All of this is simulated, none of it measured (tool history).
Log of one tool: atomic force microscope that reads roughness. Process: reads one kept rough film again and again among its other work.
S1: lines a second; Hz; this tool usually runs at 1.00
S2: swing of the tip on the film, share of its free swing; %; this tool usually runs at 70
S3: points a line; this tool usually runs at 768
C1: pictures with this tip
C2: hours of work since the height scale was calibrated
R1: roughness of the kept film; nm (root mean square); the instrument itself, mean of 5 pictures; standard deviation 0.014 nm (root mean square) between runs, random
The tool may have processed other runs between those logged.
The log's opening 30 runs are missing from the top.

run,hour,S1,S2,S3,C1,C2,R1
31,819.8,0.54,73,271,60,255,2.571
32,835.8,2.47,55,604,102,268,2.225
# hour 840.5: new tip fitted
33,852.0,2.47,55,604,30,280,2.897
34,869.3,0.57,74,768,76,294,2.446
# hour 883.6: new tip fitted
35,895.0,0.99,70,366,30,314,2.870
36,919.1,3.84,70,768,93,333,2.033
# hour 927.4: new tip fitted
37,955.9,3.84,70,768,74,361,2.172
# hour 969.9: new tip fitted
38,991.7,1.76,81,467,57,389,2.446
# hour 1013.0: new tip fitted
39,1023.1,1.76,81,467,26,413,2.695
40,1039.0,1.21,81,993,68,426,2.429
# hour 1056.7: new tip fitted
41,1062.5,1.21,81,993,15,444,2.941
42,1092.5,1.21,81,993,94,467,2.187
# hour 1100.3: new tip fitted
43,1124.3,1.40,81,419,63,492,2.352
# hour 1144.1: new tip fitted
44,1145.3,2.02,72,657,3,508,3.101
45,1160.9,1.86,70,329,44,520,2.626
46,1184.1,0.73,57,495,105,539,2.256
# hour 1189.5: new tip fitted
47,1201.1,0.73,57,495,31,552,2.936
48,1218.0,0.73,57,495,75,565,2.470
# hour 1232.1: new tip fitted
49,1236.1,0.73,57,495,10,579,3.251
50,1272.0,0.73,57,495,104,607,2.296

Predict each of these 3 candidate next runs independently; none follows another, all start after run 50:
# hour 1275.9: new tip fitted
A,1294.0,0.79,90,923,48,624,?
# hour 1275.9: new tip fitted
B,1294.0,3.21,59,728,48,624,?
# hour 1275.9: new tip fitted
C,1294.0,1.22,57,495,48,624,?

run,R1
A,2.555
B,2.620
C,2.721
The same runs, with their run-to-run variation unchanged, on a tool lacking any hidden condition would have given:
run,R1
A,3.142
B,3.221
C,3.347

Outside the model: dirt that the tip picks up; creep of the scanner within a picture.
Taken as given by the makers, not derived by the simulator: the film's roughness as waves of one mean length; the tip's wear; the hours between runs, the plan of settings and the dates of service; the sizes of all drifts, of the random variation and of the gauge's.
